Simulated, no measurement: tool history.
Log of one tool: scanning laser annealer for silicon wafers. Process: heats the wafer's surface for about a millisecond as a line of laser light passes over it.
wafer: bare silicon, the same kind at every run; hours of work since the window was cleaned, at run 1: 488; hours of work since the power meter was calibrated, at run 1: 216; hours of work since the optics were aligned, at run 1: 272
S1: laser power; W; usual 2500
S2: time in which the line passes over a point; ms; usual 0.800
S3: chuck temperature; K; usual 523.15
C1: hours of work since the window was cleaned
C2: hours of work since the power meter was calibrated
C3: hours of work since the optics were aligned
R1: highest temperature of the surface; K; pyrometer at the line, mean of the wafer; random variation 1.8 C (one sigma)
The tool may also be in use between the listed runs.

Run 1, hour 0.0: usual settings; C1 488; C2 216; C3 272. Result: R1 1293.15 K.
Run 2, hour 8.2: usual settings but S3 518.15 K; C1 493; C2 222; C3 277. Result: R1 1287.15 K.
Run 3, hour 17.7: usual settings but S3 518.15 K; C1 499; C2 228; C3 283. Result: R1 1287.15 K.
Run 4, hour 23.4: usual settings but S3 518.15 K; C1 503; C2 231; C3 287. Result: R1 1286.15 K.
Run 5, hour 28.0: usual settings but S1 2535 W, S3 518.15 K; C1 506; C2 234; C3 290. Result: R1 1297.15 K.
Run 6, hour 34.2: usual settings but S1 2535 W, S3 518.15 K; C1 509; C2 238; C3 294. Result: R1 1294.15 K.
Run 7, hour 41.1: usual settings but S1 2572 W; C1 514; C2 242; C3 298. Result: R1 1316.15 K.
Run 8, hour 47.7: usual settings but S1 2572 W; C1 518; C2 246; C3 302. Result: R1 1312.15 K.
Run 9, hour 55.9: usual settings but S1 2617 W, S2 0.636 ms, S3 538.15 K; C1 523; C2 251; C3 307. Result: R1 1247.15 K.
Run 10, hour 62.5: usual settings but S1 2617 W, S2 0.636 ms, S3 538.15 K; C1 527; C2 255; C3 311. Result: R1 1248.15 K.
Run 11, hour 67.2: usual settings but S1 2562 W, S2 0.744 ms, S3 556.15 K; C1 530; C2 258; C3 314. Result: R1 1313.15 K.
Run 12, hour 75.5: usual settings but S1 2562 W, S2 0.744 ms, S3 556.15 K; C1 535; C2 264; C3 319. Result: R1 1314.15 K.
Run 13, hour 79.9: usual settings but S1 2449 W; C1 538; C2 266; C3 322. Result: R1 1272.15 K.
Run 14, hour 85.3: usual settings but S1 2609 W; C1 541; C2 270; C3 325. Result: R1 1320.15 K.

Forecast each of these 5 alternatives for the next run:
Run A, hour 92.8: usual settings but S1 2609 W, S2 0.919 ms; C1 546; C2 274; C3 330. Result: R1 ?.
Run B, hour 92.8: usual settings but S1 2173 W, S2 0.844 ms, S3 499.15 K; C1 546; C2 274; C3 330. Result: R1 ?.
Run C, hour 92.8: usual settings but S1 2323 W; C1 546; C2 274; C3 330. Result: R1 ?.
Run D, hour 92.8: usual settings but S1 2609 W, S3 526.15 K; C1 546; C2 274; C3 330. Result: R1 ?.
Run E, hour 92.8: usual settings but S1 2168 W; C1 546; C2 274; C3 330. Result: R1 ?.

run       R1
  A  1387.15
  B  1190.15
  C  1234.15
  D  1327.15
  E  1190.15
Without the tool's hidden state the same runs would have given:
run       R1
  A  1417.15
  B  1214.15
  C  1258.15
  D  1355.15
  E  1213.15
